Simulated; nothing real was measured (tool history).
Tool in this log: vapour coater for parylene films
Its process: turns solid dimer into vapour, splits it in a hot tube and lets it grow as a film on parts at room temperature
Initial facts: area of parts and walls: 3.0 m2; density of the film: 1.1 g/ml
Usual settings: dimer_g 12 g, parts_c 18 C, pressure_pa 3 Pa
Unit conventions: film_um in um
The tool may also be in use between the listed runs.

| run | hour | dimer_g | parts_c | pressure_pa | film_um |
|---|---|---|---|---|---|
| 1 | 0 | 12 | 18 | 3 | 2.11 |
| 2 | 40 | 12 | 18 | 3 | 2.1 |
|  | 72 | trap's valve overhauled |
| 3 | 73.9 | 12 | 18 | 3 | 2.23 |
| 4 | 92.2 | 12 | 18 | 3 | 2.27 |
| 5 | 124.7 | 12 | 18 | 3 | 2.25 |
| 6 | 147.4 | 12 | 18 | 3 | 2.27 |
| 7 | 171.6 | 12 | 18 | 3 | 2.19 |
| 8 | 195.8 | 12 | 18 | 3 | 2.22 |
| 9 | 227.6 | 12 | 18 | 3 | 2.2 |
| 10 | 266.5 | 12 | 18 | 3 | 2.17 |
| 11 | 292.3 | 12 | 18 | 3 | 2.12 |
| 12 | 334.4 | 12 | 18 | 3 | 2.11 |
| 13 | 360 | 12 | 18 | 3 | 2.08 |
| 14 | 388.7 | 12 | 20 | 3 | 2.01 |
| 15 | 424.6 | 12 | 20 | 3 | 2.03 |
| 16 | 445.8 | 12 | 13 | 3 | 2.27 |
|  | 457.1 | trap's valve overhauled |
| 17 | 474.1 | 12 | 13 | 3 | 2.5 |
| 18 | 496.6 | 5 | 27 | 7.67 | 0.68 |
| 19 | 517.9 | 10 | 18 | 7.67 | 1.67 |
| 20 | 554.7 | 12 | 15 | 3 | 2.36 |
| 21 | 583.2 | 12 | 15 | 3 | 2.35 |
| 22 | 605.9 | 12 | 12 | 3.63 | 2.4 |
| 23 | 639.1 | 14 | 18 | 3.15 | 2.51 |
| 24 | 675.4 | 13 | 22 | 3 | 2.17 |
| 25 | 695.7 | 8 | 15 | 11.66 | 1.28 |
| 26 | 738.3 | 11 | 18 | 11.66 | 1.63 |
| 27 | 774.5 | 12 | 18 | 3.44 | 1.99 |
| 28 | 806.6 | 5 | 15 | 3 | 0.9 |
|  | 840.1 | trap's valve overhauled |
| 29 | 849.8 | 9 | 12 | 2.42 | 1.96 |
| 30 | 892.5 | 7 | 19 | 5.56 | 1.15 |
| 31 | 919.6 | 15 | 19 | 5.07 | 2.56 |
| 32 | 957.3 | 20 | 14 | 5.86 | 3.65 |
| 33 | 990 | 20 | 14 | 5.86 | 3.55 |
|  | 995.8 | table's thermometer calibrated |
| 34 | 1016.5 | 12 | 24 | 3 | 1.96 |

5 options for the next run, each taken on its own from the tool as it stands now. Forecast them:
| A | 1036.5 | 12 | 27 | 3 | ? |
| B | 1036.5 | 12 | 23 | 8.23 | ? |
| C | 1036.5 | 12 | 30 | 2.51 | ? |
| D | 1036.5 | 15 | 21 | 6.62 | ? |
| E | 1036.5 | 17 | 24 | 4.11 | ? |

| run | film_um |
|---|---|
| A | 1.83 |
| B | 1.76 |
| C | 1.78 |
| D | 2.39 |
| E | 2.61 |
Take away the tool's hidden state, keep each run's random variation, and the runs would have read:
| run | film_um |
|---|---|
| A | 1.93 |
| B | 1.86 |
| C | 1.88 |
| D | 2.52 |
| E | 2.76 |
